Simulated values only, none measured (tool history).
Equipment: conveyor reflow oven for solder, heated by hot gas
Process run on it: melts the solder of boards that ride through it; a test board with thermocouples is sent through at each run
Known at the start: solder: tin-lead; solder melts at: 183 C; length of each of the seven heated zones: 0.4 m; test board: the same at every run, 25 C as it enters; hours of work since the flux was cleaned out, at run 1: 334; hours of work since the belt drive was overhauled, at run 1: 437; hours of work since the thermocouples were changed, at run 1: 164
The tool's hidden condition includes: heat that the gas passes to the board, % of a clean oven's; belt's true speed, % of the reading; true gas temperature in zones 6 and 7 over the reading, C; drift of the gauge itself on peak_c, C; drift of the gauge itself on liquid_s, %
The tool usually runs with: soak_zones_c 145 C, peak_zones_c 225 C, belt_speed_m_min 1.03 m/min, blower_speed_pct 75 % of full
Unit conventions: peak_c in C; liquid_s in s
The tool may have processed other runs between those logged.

| run | hour | soak_zones_c | peak_zones_c | belt_speed_m_min | blower_speed_pct | hours of work since the flux was cleaned out | hours of work since the belt drive was overhauled | hours of work since the thermocouples were changed | peak_c | liquid_s |
|---|---|---|---|---|---|---|---|---|---|---|
| 1 | 0 | 145 | 225 | 1.03 | 75 | 334 | 437 | 164 | 208.5 | 31.3 |
| 2 | 38.6 | 145 | 225 | 1.03 | 75 | 358 | 461 | 188 | 208.6 | 31.2 |
|  | 74.1 | flux residue cleaned out of gas plates and filters |
| 3 | 83 | 145 | 225 | 1.03 | 52 | 6 | 486 | 213 | 200.4 | 23.5 |
| 4 | 118.8 | 145 | 225 | 1.03 | 75 | 28 | 508 | 235 | 207.7 | 31.4 |
| 5 | 152.8 | 145 | 225 | 1.03 | 75 | 49 | 529 | 256 | 208 | 31.2 |
| 6 | 188.1 | 145 | 225 | 1.03 | 75 | 71 | 551 | 278 | 208.6 | 30.6 |
| 7 | 210 | 145 | 225 | 1.03 | 75 | 85 | 565 | 292 | 208.6 | 31.8 |
| 8 | 230.3 | 145 | 225 | 1.03 | 75 | 97 | 578 | 305 | 208.6 | 31.3 |
| 9 | 250 | 145 | 225 | 1.03 | 75 | 110 | 590 | 317 | 208.3 | 31.3 |
| 10 | 279.6 | 145 | 225 | 1.03 | 75 | 128 | 608 | 335 | 207.7 | 32 |
| 11 | 297.3 | 145 | 216 | 1.03 | 75 | 139 | 619 | 346 | 200.6 | 25.8 |
| 12 | 331.6 | 153 | 225 | 1.03 | 75 | 160 | 641 | 368 | 209.8 | 35 |
| 13 | 367.9 | 153 | 225 | 1.03 | 75 | 183 | 663 | 390 | 210.4 | 34.4 |
| 14 | 403.8 | 153 | 225 | 1.03 | 75 | 205 | 686 | 413 | 209.8 | 34.9 |
| 15 | 436.4 | 145 | 225 | 1.03 | 75 | 226 | 706 | 433 | 208.8 | 31.6 |
| 16 | 455.9 | 145 | 225 | 1.03 | 75 | 238 | 718 | 445 | 207.7 | 31.4 |
| 17 | 477.4 | 143 | 222 | 1.05 | 75 | 251 | 732 | 459 | 204.7 | 27.3 |
| 18 | 501.2 | 143 | 217 | 0.97 | 63 | 266 | 746 | 473 | 199 | 25.6 |
| 19 | 519.2 | 152 | 228 | 1.07 | 75 | 277 | 758 | 485 | 211.4 | 34.1 |
| 20 | 556.4 | 139 | 225 | 0.98 | 69 | 301 | 781 | 508 | 206.4 | 29.9 |
| 21 | 581.2 | 136 | 225 | 1.03 | 75 | 316 | 796 | 523 | 206.4 | 28 |
| 22 | 605.5 | 136 | 225 | 1.03 | 75 | 331 | 811 | 538 | 206.1 | 27.8 |
| 23 | 626.6 | 145 | 225 | 1.04 | 75 | 344 | 824 | 552 | 207.9 | 30.1 |
| 24 | 663.6 | 145 | 225 | 0.94 | 85 | 367 | 848 | 575 | 212.5 | 39.5 |
|  | 684.7 | flux residue cleaned out of gas plates and filters |
| 25 | 693.6 | 145 | 229 | 0.94 | 85 | 6 | 863 | 590 | 216.5 | 39.9 |
| 26 | 727 | 136 | 226 | 1.03 | 81 | 26 | 884 | 611 | 209 | 29.3 |
| 27 | 755.9 | 138 | 234 | 1.01 | 58 | 44 | 902 | 629 | 208.4 | 29.2 |
| 28 | 774.5 | 145 | 225 | 1.1 | 71 | 56 | 914 | 641 | 205.5 | 26.7 |
| 29 | 812.3 | 145 | 222 | 1.03 | 61 | 80 | 937 | 664 | 202.4 | 25.8 |
| 30 | 845.7 | 154 | 230 | 0.85 | 69 | 100 | 958 | 685 | 218.1 | 47.4 |
| 31 | 867 | 155 | 236 | 0.83 | 75 | 114 | 971 | 698 | 224.8 | 51.5 |
| 32 | 894.7 | 155 | 236 | 0.83 | 75 | 131 | 988 | 716 | 224.8 | 52.2 |

3 options for the next run, each taken on its own from the tool as it stands now. Forecast them:
| A | 926.6 | 153 | 224 | 1.03 | 62 | 151 | 1008 | 735 | ? | ? |
| B | 926.6 | 156 | 229 | 0.83 | 51 | 151 | 1008 | 735 | ? | ? |
| C | 926.6 | 155 | 215 | 0.83 | 75 | 151 | 1008 | 735 | ? | ? |

| run | peak_c | liquid_s |
|---|---|---|
| A | 204.6 | 30.5 |
| B | 212.3 | 46.8 |
| C | 206 | 43.2 |
Without the tool's unlogged condition, the same runs would have read:
| run | peak_c | liquid_s |
|---|---|---|
| A | 204.7 | 30.6 |
| B | 212.4 | 46.8 |
| C | 206.2 | 43.3 |
